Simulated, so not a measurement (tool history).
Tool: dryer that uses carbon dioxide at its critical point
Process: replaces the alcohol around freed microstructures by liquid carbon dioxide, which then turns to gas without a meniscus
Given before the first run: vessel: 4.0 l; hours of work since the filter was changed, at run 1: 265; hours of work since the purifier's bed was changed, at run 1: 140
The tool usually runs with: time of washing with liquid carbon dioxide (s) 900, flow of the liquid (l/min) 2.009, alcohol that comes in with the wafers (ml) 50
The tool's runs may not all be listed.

run	hour	time of washing with liquid carbon dioxide (s)	flow of the liquid (l/min)	alcohol that comes in with the wafers (ml)	hours of work since the filter was changed	hours of work since the purifier's bed was changed	alcohol left in the vessel before it's heated (ppm by volume)
1	0.0	900	2.009	50	265	140	100
2	12.6	900	2.009	50	272	146	103
3	23.4	900	2.009	50	277	151	103
4	32.5	900	2.009	50	282	156	104
5	45.6	1440	2.009	50	288	163	24
6	55.6	900	2.009	50	294	168	105
7	62.7	900	2.009	50	297	171	102
8	73.1	900	2.009	50	302	177	104
9	83.7	900	1.420	50	308	182	356
10	94.4	900	1.420	50	313	187	363
11	106.3	900	2.009	50	319	193	102
12	115.3	900	2.760	50	324	198	40
13	122.6	900	2.760	50	327	202	46
14	129.6	900	2.760	50	331	205	41
15	142.7	900	2.760	50	338	212	42
16	153.5	900	2.760	50	343	217	48
17	159.3	900	2.760	50	346	220	43
18	165.2	900	2.760	50	349	223	38
19	173.1	900	2.760	50	353	227	47
20	185.7	900	2.760	50	359	233	42
21	193.3	900	2.760	50	363	237	51
22	204.9	900	1.530	50	369	243	312
23	211.6	720	1.530	40	372	246	503
24	222.4	900	1.410	31	378	252	263
25	227.8	780	1.870	80	380	255	396
26	237.6	780	1.870	80	385	260	389
27	250.8	900	3.350	50	392	266	32
28	259.8	900	1.480	88	397	271	589
29	266.1	900	1.480	88	400	274	601
30	276.6	1080	2.110	67	405	279	75
31	286.9	1080	2.110	67	410	284	70
32	297.4	780	2.880	58	416	290	82
33	309.9	720	2.670	78	422	296	148
34	321.7	720	2.670	78	428	302	145
35	334.0	1020	2.320	78	434	308	80
36	342.5	1380	2.010	74	438	313	60
37	355.4	1380	2.010	74	445	319	54
38	365.3	1140	1.640	76	450	324	163
# hour 376.9: inlet filter changed
39	376.9	1020	3.350	44	0	329	51
40	385.6	840	3.120	90	4	334	54
41	393.4	960	2.140	31	8	338	62
42	404.8	960	2.140	31	14	344	64
43	412.8	780	1.550	50	18	348	338

Below, some changes in alcohol left in the vessel before it's heated (ppm by volume) between adjacent runs. For each, the amount present without the hidden state too (settings, incoming material, random variation) and the amount remaining for the hidden state with gauge scatter not shared by both compared results:
Hidden state at play: flow that reaches the vessel past the clogged filter, %; alcohol in the recycled carbon dioxide, ppm; drift of the gauge itself on alcohol_ppm, %.
Run 26 -> 27: time of washing with liquid carbon dioxide (s) 780 -> 900, flow of the liquid (l/min) 1.870 -> 3.350, alcohol that comes in with the wafers (ml) 80 -> 50. alcohol left in the vessel before it's heated (ppm by volume) -357: hidden state -146, all else -211.
Run 27 -> 28: flow of the liquid (l/min) 3.350 -> 1.480, alcohol that comes in with the wafers (ml) 50 -> 88. alcohol left in the vessel before it's heated (ppm by volume) +557: hidden state +216, all else +341.
Run 29 -> 30: time of washing with liquid carbon dioxide (s) 900 -> 1080, flow of the liquid (l/min) 1.480 -> 2.110, alcohol that comes in with the wafers (ml) 88 -> 67. alcohol left in the vessel before it's heated (ppm by volume) -526: hidden state -198, all else -328.

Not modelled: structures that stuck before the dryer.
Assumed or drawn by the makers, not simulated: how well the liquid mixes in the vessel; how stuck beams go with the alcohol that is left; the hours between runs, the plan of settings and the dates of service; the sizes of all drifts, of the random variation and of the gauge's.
